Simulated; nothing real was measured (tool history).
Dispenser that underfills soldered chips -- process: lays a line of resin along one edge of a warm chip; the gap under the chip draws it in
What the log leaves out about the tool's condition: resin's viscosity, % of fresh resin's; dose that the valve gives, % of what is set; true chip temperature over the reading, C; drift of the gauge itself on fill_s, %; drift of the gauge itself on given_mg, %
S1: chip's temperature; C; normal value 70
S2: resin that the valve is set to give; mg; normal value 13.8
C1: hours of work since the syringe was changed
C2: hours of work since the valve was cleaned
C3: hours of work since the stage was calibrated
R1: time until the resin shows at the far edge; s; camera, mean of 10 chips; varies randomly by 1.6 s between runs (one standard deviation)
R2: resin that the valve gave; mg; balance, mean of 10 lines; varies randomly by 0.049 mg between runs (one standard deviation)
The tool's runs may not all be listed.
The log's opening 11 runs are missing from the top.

run	hour	S1	S2	C1	C2	C3	R1	R2
12	44.8	77	13.8	2	6	111	122.5	13.74
13	50.2	77	13.8	6	10	115	144.8	13.76
# hour 53: new syringe of resin
14	54.2	64	13.8	1	13	118	229.7	13.65
15	59.1	64	13.8	5	17	122	271.5	13.54
16	62.4	64	13.8	7	19	124	295.5	13.6
# hour 63.2: new syringe of resin
17	66.7	64	13.8	3	22	127	245.8	13.67
18	70.9	83	13.8	6	25	130	111.2	13.54
# hour 73.5: new syringe of resin
19	76.5	83	13.8	2	29	134	98.1	13.54
20	80.6	56	14	5	32	137	407.6	13.56
21	83.3	58	13.8	7	34	139	402.6	13.51
# hour 83.9: new syringe of resin
22	88.3	69	13.5	3	38	143	198.7	13.17
23	93.4	63	17.3	7	41	147	303.9	16.73
# hour 94.1: new syringe of resin
24	96.3	63	17.3	2	43	149	250.8	16.83
25	98.6	63	17.3	3	45	150	267.9	16.75
26	101.8	63	17.3	6	48	153	287.4	16.67
# hour 104.5: new syringe of resin
27	105.1	63	17.3	0	50	155	236.7	16.56
28	108.3	82	17	3	52	157	102.7	16.26

Run 29 comes next. What will it give?
29	112.6	82	17	6	55	161	?	?

Run 29 came out at R1 116.4 s, R2 16.26 mg.
Minus the tool's unlogged condition, the same run would have read R1 89.9 s, R2 16.95 mg.
